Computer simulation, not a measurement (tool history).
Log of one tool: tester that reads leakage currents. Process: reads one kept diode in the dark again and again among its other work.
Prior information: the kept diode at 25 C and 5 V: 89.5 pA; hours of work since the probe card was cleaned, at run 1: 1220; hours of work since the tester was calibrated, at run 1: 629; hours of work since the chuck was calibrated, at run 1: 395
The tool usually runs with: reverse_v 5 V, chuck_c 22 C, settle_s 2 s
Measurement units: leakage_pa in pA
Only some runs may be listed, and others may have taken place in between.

run    hour  reverse_v  chuck_c  settle_s  hours of work since the probe card was cleaned  hours of work since the tester was calibrated  hours of work since the chuck was calibrated  leakage_pa
  1       0          5       22         2                                            1220                                            629                                           395       82.02
  2    89.5          5       22         2                                            1261                                            669                                           436       82.79
  3   179.2          5       22         2                                            1301                                            710                                           476       83.87
  4   239.7          5       22         2                                            1328                                            737                                           503       83.81
  5   290.5          5       22         2                                            1351                                            760                                           526       84.66
  6   358.3      11.81       22         2                                            1382                                            790                                           557      137.99
  7   415.2          5       38         2                                            1408                                            816                                           582      292.78
  8   489.7          5       22         2                                            1441                                            850                                           616        86.7
  9   546.8          5       22         2                                            1467                                            875                                           642       87.35
 10   599.9       2.32       22         2                                            1491                                            899                                           666       57.13
 11   641.1          5       22         2                                            1509                                            918                                           684       88.44
 12   678.2          5       22         2                                            1526                                            934                                           701       88.76
 13   717.8          5       22         2                                            1544                                            952                                           719       89.06
      752.6  -- chuck's temperature calibrated
 14   772.3          5       22         2                                            1568                                            976                                             9       76.54
 15   861.4          5       22         2                                            1608                                           1016                                            49       76.89
 16   908.9          5       22         2                                            1629                                           1038                                            70       77.25
 17   991.3       3.24       22         2                                            1666                                           1075                                           108       61.54
 18  1031.6          5       22         2                                            1684                                           1093                                           126       78.39
 19  1082.8          5       22         2                                            1707                                           1116                                           149       78.63
 20  1153.8          5       22         2                                            1739                                           1148                                           181       79.63
 21    1245       1.13       22         2                                            1781                                           1189                                           222       35.07
 22  1320.8       1.97       48      1.34                                            1815                                           1223                                           256      343.94
 23  1410.9       6.96       28      1.34                                            1855                                           1264                                           297      156.64
 24  1475.9       2.64       22       3.5                                            1885                                           1293                                           326       57.74
 25  1529.1       2.64       32      4.47                                            1909                                           1317                                           350      126.33
     1538.5  -- tester calibrated
 26  1588.5       2.64       29       3.4                                            1934                                             23                                           376      101.11
 27  1669.2       2.64       29       3.4                                            1971                                             59                                           412      101.43
 28  1712.7       2.64       29       3.4                                            1990                                             78                                           432      101.88
 29  1769.5       2.39       58         2                                            2016                                            104                                           457      785.12
 30  1860.9       2.39       58         2                                            2057                                            145                                           499      791.37
     1874.4  -- tester calibrated, once more
 31    1934       2.23       30         2                                            2089                                             27                                           531      101.44
 32  1983.6      18.45       30      1.57                                            2112                                             49                                           553      328.75
 33  2062.7      10.07       40      3.45                                            2147                                             85                                           589      491.17
 34  2123.1      10.07       40      3.45                                            2174                                            112                                           616      490.77
 35    2166       2.74       48      9.45                                            2194                                            131                                           635      432.19
 36  2241.3      11.35       37      0.81                                            2228                                            165                                           669      430.15
 37  2327.5      11.35       35      1.43                                            2267                                            204                                           708      373.19
     2387.1  -- chuck's temperature calibrated
 38  2396.9      10.89       60      1.25                                            2297                                            235                                             4     1819.52
 39  2462.6        5.9       26      5.78                                            2327                                            264                                            34       115.7

Each row is a separate what-if for the run after 39, all from the same tool condition, not one after another. Results?
  A  2533.7       3.22       41      5.69                                            2359                                            296                                            66           ?
  B  2533.7          5       22      7.13                                            2359                                            296                                            66           ?
  C  2533.7        5.9       26      2.34                                            2359                                            296                                            66           ?
  D  2533.7        5.9       26      6.96                                            2359                                            296                                            66           ?

run  leakage_pa
  A      256.42
  B       77.97
  C      116.42
  D      116.74
The same runs, with their run-to-run variation unchanged, on a tool lacking any hidden condition would have given:
run  leakage_pa
  A         248
  B       69.87
  C       106.5
  D      106.75

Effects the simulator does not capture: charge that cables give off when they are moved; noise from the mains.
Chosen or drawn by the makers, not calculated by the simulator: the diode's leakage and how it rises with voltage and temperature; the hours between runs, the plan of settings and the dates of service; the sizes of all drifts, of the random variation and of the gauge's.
